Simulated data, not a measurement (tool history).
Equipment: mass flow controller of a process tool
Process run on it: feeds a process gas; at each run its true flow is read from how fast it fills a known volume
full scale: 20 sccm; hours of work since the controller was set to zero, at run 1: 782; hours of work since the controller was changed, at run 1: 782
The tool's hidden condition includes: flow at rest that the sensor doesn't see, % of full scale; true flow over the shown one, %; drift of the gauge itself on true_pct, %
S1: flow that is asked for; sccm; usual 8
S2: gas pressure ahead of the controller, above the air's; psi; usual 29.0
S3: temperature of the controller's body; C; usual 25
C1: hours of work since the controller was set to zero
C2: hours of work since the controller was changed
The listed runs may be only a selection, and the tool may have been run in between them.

{"run": 1, "day": 0.0, "S1": 8, "S2": 29.0, "S3": 25, "C1": 782, "C2": 782, "true flow (%)": 97.61}
{"run": 2, "day": 1.692, "S1": 8, "S2": 29.0, "S3": 25, "C1": 800, "C2": 800, "true flow (%)": 97.63}
{"run": 3, "day": 4.642, "S1": 8, "S2": 29.0, "S3": 25, "C1": 831, "C2": 831, "true flow (%)": 97.55}
{"run": 4, "day": 6.033, "S1": 8, "S2": 25.8, "S3": 25, "C1": 846, "C2": 846, "true flow (%)": 97.49}
{"run": 5, "day": 8.867, "S1": 8, "S2": 25.8, "S3": 25, "C1": 876, "C2": 876, "true flow (%)": 97.58}
{"run": 6, "day": 12.117, "S1": 8, "S2": 25.8, "S3": 25, "C1": 911, "C2": 911, "true flow (%)": 97.47}
{"run": 7, "day": 14.767, "S1": 8, "S2": 25.8, "S3": 25, "C1": 939, "C2": 939, "true flow (%)": 97.73}
{"run": 8, "day": 16.529, "S1": 5, "S2": 29.0, "S3": 25, "C1": 957, "C2": 957, "true flow (%)": 96.64}
{"run": 9, "day": 18.679, "S1": 8, "S2": 29.0, "S3": 25, "C1": 980, "C2": 980, "true flow (%)": 97.41}
{"run": 10, "day": 21.821, "S1": 8, "S2": 29.0, "S3": 25, "C1": 1013, "C2": 1013, "true flow (%)": 97.32}
{"run": 11, "day": 23.9, "S1": 8, "S2": 29.0, "S3": 25, "C1": 1035, "C2": 1035, "true flow (%)": 97.34}
{"run": 12, "day": 26.517, "S1": 8, "S2": 29.0, "S3": 25, "C1": 1063, "C2": 1063, "true flow (%)": 97.42}
{"run": 13, "day": 29.292, "S1": 4, "S2": 29.0, "S3": 25, "C1": 1092, "C2": 1092, "true flow (%)": 96.03}
{"run": 14, "day": 31.621, "S1": 4, "S2": 29.0, "S3": 25, "C1": 1117, "C2": 1117, "true flow (%)": 96.11}
{"run": 15, "day": 34.842, "S1": 4, "S2": 29.0, "S3": 25, "C1": 1151, "C2": 1151, "true flow (%)": 96.04}
{"run": 16, "day": 37.288, "S1": 4, "S2": 29.0, "S3": 25, "C1": 1177, "C2": 1177, "true flow (%)": 95.91}
{"run": 17, "day": 38.775, "S1": 8, "S2": 38.0, "S3": 25, "C1": 1193, "C2": 1193, "true flow (%)": 97.23}
{"run": 18, "day": 40.962, "S1": 8, "S2": 38.0, "S3": 25, "C1": 1216, "C2": 1216, "true flow (%)": 97.04}
{"run": 19, "day": 44.1, "S1": 8, "S2": 38.0, "S3": 25, "C1": 1249, "C2": 1249, "true flow (%)": 97.13}
{"run": 20, "day": 45.888, "S1": 8, "S2": 38.0, "S3": 38, "C1": 1268, "C2": 1268, "true flow (%)": 96.23}
{"run": 21, "day": 47.604, "S1": 8, "S2": 24.9, "S3": 38, "C1": 1286, "C2": 1286, "true flow (%)": 96.33}
{"run": 22, "day": 49.45, "S1": 8, "S2": 24.9, "S3": 38, "C1": 1305, "C2": 1305, "true flow (%)": 96.44}
{"run": 23, "day": 51.108, "S1": 8, "S2": 24.9, "S3": 38, "C1": 1323, "C2": 1323, "true flow (%)": 96.36}
{"run": 24, "day": 53.992, "S1": 8, "S2": 24.9, "S3": 38, "C1": 1354, "C2": 1354, "true flow (%)": 96.37}
{"run": 25, "day": 55.625, "S1": 8, "S2": 24.9, "S3": 38, "C1": 1371, "C2": 1371, "true flow (%)": 96.41}
{"run": 26, "day": 58.75, "S1": 8, "S2": 24.9, "S3": 38, "C1": 1404, "C2": 1404, "true flow (%)": 96.36}
{"run": 27, "day": 60.562, "S1": 8, "S2": 30.7, "S3": 25, "C1": 1423, "C2": 1423, "true flow (%)": 97.06}
{"run": 28, "day": 62.812, "S1": 8, "S2": 30.7, "S3": 25, "C1": 1447, "C2": 1447, "true flow (%)": 96.98}
{"run": 29, "day": 65.554, "S1": 6, "S2": 29.0, "S3": 21, "C1": 1476, "C2": 1476, "true flow (%)": 96.71}
{"run": 30, "day": 67.133, "S1": 8, "S2": 31.0, "S3": 25, "C1": 1493, "C2": 1493, "true flow (%)": 97.02}
{"run": 31, "day": 68.658, "S1": 2, "S2": 26.3, "S3": 33, "C1": 1509, "C2": 1509, "true flow (%)": 92.8}
{"run": 32, "day": 71.8, "S1": 6, "S2": 21.6, "S3": 33, "C1": 1542, "C2": 1542, "true flow (%)": 95.98}
{"run": 33, "day": 74.638, "S1": 8, "S2": 33.6, "S3": 25, "C1": 1572, "C2": 1572, "true flow (%)": 96.86}
{"run": 34, "day": 76.938, "S1": 8, "S2": 35.0, "S3": 25, "C1": 1596, "C2": 1596, "true flow (%)": 96.81}
{"run": 35, "day": 79.1, "S1": 7, "S2": 29.0, "S3": 28, "C1": 1619, "C2": 1619, "true flow (%)": 96.31}
{"run": 36, "day": 81.129, "S1": 5, "S2": 24.7, "S3": 26, "C1": 1641, "C2": 1641, "true flow (%)": 95.62}
{"run": 37, "day": 84.429, "S1": 5, "S2": 24.7, "S3": 26, "C1": 1676, "C2": 1676, "true flow (%)": 95.73}
{"run": 38, "day": 87.658, "S1": 8, "S2": 29.0, "S3": 22, "C1": 1710, "C2": 1710, "true flow (%)": 97.0}
{"run": 39, "day": 89.238, "S1": 14, "S2": 20.7, "S3": 25, "C1": 1726, "C2": 1726, "true flow (%)": 98.22}
{"run": 40, "day": 92.454, "S1": 4, "S2": 35.0, "S3": 33, "C1": 1760, "C2": 1760, "true flow (%)": 94.65}
{"run": 41, "day": 93.796, "S1": 8, "S2": 27.0, "S3": 37, "C1": 1775, "C2": 1775, "true flow (%)": 96.11}
{"run": 42, "day": 95.738, "S1": 8, "S2": 23.8, "S3": 25, "C1": 1795, "C2": 1795, "true flow (%)": 96.78}
{"run": 43, "day": 97.771, "S1": 8, "S2": 23.8, "S3": 25, "C1": 1817, "C2": 1817, "true flow (%)": 96.93}
{"run": 44, "day": 100.146, "S1": 8, "S2": 23.8, "S3": 25, "C1": 1842, "C2": 1842, "true flow (%)": 96.76}
{"run": 45, "day": 102.821, "S1": 2, "S2": 29.2, "S3": 25, "C1": 1870, "C2": 1870, "true flow (%)": 92.41}
{"run": 46, "day": 105.329, "S1": 2, "S2": 29.2, "S3": 25, "C1": 1897, "C2": 1897, "true flow (%)": 92.36}
{"run": 47, "day": 106.696, "S1": 19, "S2": 20.3, "S3": 22, "C1": 1911, "C2": 1911, "true flow (%)": 99.07}
{"run": 48, "day": 109.879, "S1": 19, "S2": 20.3, "S3": 22, "C1": 1945, "C2": 1945, "true flow (%)": 99.03}
{"run": 49, "day": 112.279, "S1": 6, "S2": 29.0, "S3": 25, "C1": 1970, "C2": 1970, "true flow (%)": 95.92}

Alternative continuations, all from the tool just after run 49; predict every row:
{"run": "A", "day": 113.621, "S1": 6, "S2": 21.6, "S3": 36, "C1": 1984, "C2": 1984, "true flow (%)": "?"}
{"run": "B", "day": 113.621, "S1": 8, "S2": 37.0, "S3": 33, "C1": 1984, "C2": 1984, "true flow (%)": "?"}
{"run": "C", "day": 113.621, "S1": 10, "S2": 25.1, "S3": 25, "C1": 1984, "C2": 1984, "true flow (%)": "?"}
{"run": "D", "day": 113.621, "S1": 6, "S2": 35.0, "S3": 36, "C1": 1984, "C2": 1984, "true flow (%)": "?"}

run=A true_flow_(%)=95.40
run=B true_flow_(%)=96.01
run=C true_flow_(%)=97.10
run=D true_flow_(%)=95.29
With the hidden condition removed and each run's random variation left untouched, the same runs would have given:
run=A true_flow_(%)=97.69
run=B true_flow_(%)=97.90
run=C true_flow_(%)=98.73
run=D true_flow_(%)=97.58
